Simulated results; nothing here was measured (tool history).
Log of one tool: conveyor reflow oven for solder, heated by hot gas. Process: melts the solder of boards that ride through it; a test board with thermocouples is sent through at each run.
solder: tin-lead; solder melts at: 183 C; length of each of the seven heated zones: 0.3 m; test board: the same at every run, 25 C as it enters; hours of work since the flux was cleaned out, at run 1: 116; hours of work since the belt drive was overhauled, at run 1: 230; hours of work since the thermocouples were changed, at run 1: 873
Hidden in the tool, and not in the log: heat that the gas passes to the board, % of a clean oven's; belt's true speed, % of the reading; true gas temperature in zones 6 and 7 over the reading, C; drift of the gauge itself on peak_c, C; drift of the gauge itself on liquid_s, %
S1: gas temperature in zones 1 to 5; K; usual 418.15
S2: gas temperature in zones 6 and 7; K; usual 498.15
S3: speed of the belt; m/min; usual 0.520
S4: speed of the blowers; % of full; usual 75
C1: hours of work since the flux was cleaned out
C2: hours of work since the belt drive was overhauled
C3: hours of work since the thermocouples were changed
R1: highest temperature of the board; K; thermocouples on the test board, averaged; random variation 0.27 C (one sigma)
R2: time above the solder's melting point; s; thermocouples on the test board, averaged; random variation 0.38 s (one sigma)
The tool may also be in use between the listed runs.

{"run": 1, "hour": 0.0, "S1": 418.15, "S2": 498.15, "S3": 0.52, "S4": 75, "C1": 116, "C2": 230, "C3": 873, "R1": 490.55, "R2": 56.2}
{"run": 2, "hour": 43.9, "S1": 418.15, "S2": 498.15, "S3": 0.52, "S4": 75, "C1": 134, "C2": 249, "C3": 891, "R1": 490.65, "R2": 56.1}
{"run": 3, "hour": 105.0, "S1": 405.15, "S2": 498.15, "S3": 0.52, "S4": 75, "C1": 160, "C2": 275, "C3": 917, "R1": 488.65, "R2": 50.2}
{"run": 4, "hour": 144.4, "S1": 405.15, "S2": 498.15, "S3": 0.52, "S4": 75, "C1": 177, "C2": 291, "C3": 934, "R1": 488.65, "R2": 50.6}
{"hour": 166.9, "done": "flux residue cleaned out of gas plates and filters"}
{"run": 5, "hour": 206.7, "S1": 418.15, "S2": 498.15, "S3": 0.52, "S4": 75, "C1": 17, "C2": 315, "C3": 958, "R1": 491.45, "R2": 56.6}
{"run": 6, "hour": 245.1, "S1": 418.15, "S2": 498.15, "S3": 0.52, "S4": 75, "C1": 33, "C2": 332, "C3": 974, "R1": 491.95, "R2": 56.8}
{"run": 7, "hour": 280.2, "S1": 418.15, "S2": 498.15, "S3": 0.52, "S4": 75, "C1": 48, "C2": 347, "C3": 989, "R1": 491.55, "R2": 57.0}
{"hour": 325.2, "done": "thermocouples of zones 6 and 7 changed"}
{"run": 8, "hour": 334.1, "S1": 418.15, "S2": 498.15, "S3": 0.52, "S4": 75, "C1": 70, "C2": 369, "C3": 4, "R1": 487.75, "R2": 54.4}
{"run": 9, "hour": 393.2, "S1": 418.15, "S2": 498.15, "S3": 0.52, "S4": 75, "C1": 95, "C2": 394, "C3": 29, "R1": 487.95, "R2": 54.5}
{"run": 10, "hour": 420.1, "S1": 418.15, "S2": 498.15, "S3": 0.512, "S4": 75, "C1": 106, "C2": 405, "C3": 40, "R1": 488.15, "R2": 55.3}
{"run": 11, "hour": 460.8, "S1": 418.15, "S2": 490.15, "S3": 0.52, "S4": 75, "C1": 124, "C2": 422, "C3": 57, "R1": 480.55, "R2": 49.5}
{"run": 12, "hour": 516.5, "S1": 418.15, "S2": 490.15, "S3": 0.52, "S4": 75, "C1": 147, "C2": 446, "C3": 81, "R1": 480.85, "R2": 49.4}
{"run": 13, "hour": 562.3, "S1": 418.15, "S2": 490.15, "S3": 0.48, "S4": 75, "C1": 166, "C2": 465, "C3": 100, "R1": 482.05, "R2": 55.0}
{"hour": 570.3, "done": "belt drive overhauled, speed set with a stopwatch"}
{"hour": 610.3, "done": "flux residue cleaned out of gas plates and filters"}
{"run": 14, "hour": 622.0, "S1": 418.15, "S2": 490.15, "S3": 0.48, "S4": 75, "C1": 5, "C2": 20, "C3": 122, "R1": 483.15, "R2": 56.3}
{"run": 15, "hour": 652.3, "S1": 418.15, "S2": 490.15, "S3": 0.48, "S4": 75, "C1": 18, "C2": 33, "C3": 135, "R1": 483.45, "R2": 56.4}
{"run": 16, "hour": 705.6, "S1": 418.15, "S2": 490.15, "S3": 0.48, "S4": 75, "C1": 40, "C2": 55, "C3": 157, "R1": 483.05, "R2": 56.3}
{"run": 17, "hour": 737.1, "S1": 422.15, "S2": 498.15, "S3": 0.619, "S4": 75, "C1": 54, "C2": 68, "C3": 171, "R1": 485.35, "R2": 44.5}
{"run": 18, "hour": 771.4, "S1": 417.15, "S2": 498.15, "S3": 0.524, "S4": 77, "C1": 68, "C2": 83, "C3": 185, "R1": 488.45, "R2": 54.5}
{"run": 19, "hour": 818.9, "S1": 417.15, "S2": 498.15, "S3": 0.524, "S4": 77, "C1": 88, "C2": 103, "C3": 205, "R1": 488.45, "R2": 54.7}
{"run": 20, "hour": 844.9, "S1": 423.15, "S2": 509.15, "S3": 0.444, "S4": 61, "C1": 99, "C2": 114, "C3": 216, "R1": 500.15, "R2": 74.4}
{"run": 21, "hour": 900.6, "S1": 418.15, "S2": 498.15, "S3": 0.593, "S4": 75, "C1": 123, "C2": 138, "C3": 240, "R1": 485.35, "R2": 45.3}
{"hour": 916.3, "done": "belt drive overhauled, speed set with a stopwatch, once more"}
{"run": 22, "hour": 947.7, "S1": 424.15, "S2": 498.15, "S3": 0.52, "S4": 75, "C1": 141, "C2": 13, "C3": 258, "R1": 488.85, "R2": 56.7}
{"run": 23, "hour": 996.1, "S1": 423.15, "S2": 498.15, "S3": 0.432, "S4": 62, "C1": 162, "C2": 34, "C3": 278, "R1": 490.45, "R2": 69.8}
{"run": 24, "hour": 1031.1, "S1": 418.15, "S2": 498.15, "S3": 0.432, "S4": 55, "C1": 176, "C2": 49, "C3": 293, "R1": 488.95, "R2": 65.7}
{"hour": 1051.4, "done": "flux residue cleaned out of gas plates and filters"}
{"run": 25, "hour": 1083.3, "S1": 418.15, "S2": 498.15, "S3": 0.432, "S4": 55, "C1": 13, "C2": 69, "C3": 313, "R1": 489.25, "R2": 66.6}
{"run": 26, "hour": 1128.0, "S1": 418.15, "S2": 498.15, "S3": 0.432, "S4": 55, "C1": 32, "C2": 87, "C3": 332, "R1": 489.55, "R2": 65.4}
{"run": 27, "hour": 1182.6, "S1": 417.15, "S2": 498.15, "S3": 0.432, "S4": 53, "C1": 56, "C2": 111, "C3": 355, "R1": 488.85, "R2": 65.2}

Forecast run 28:
{"run": 28, "hour": 1230.5, "S1": 425.15, "S2": 498.15, "S3": 0.455, "S4": 52, "C1": 76, "C2": 131, "C3": 376, "R1": "?", "R2": "?"}

{"run 28": {"R1": 488.65, "R2": 64.9}}
Without the tool's hidden state the same run would have given R1 487.75 K, R2 64.1 s.
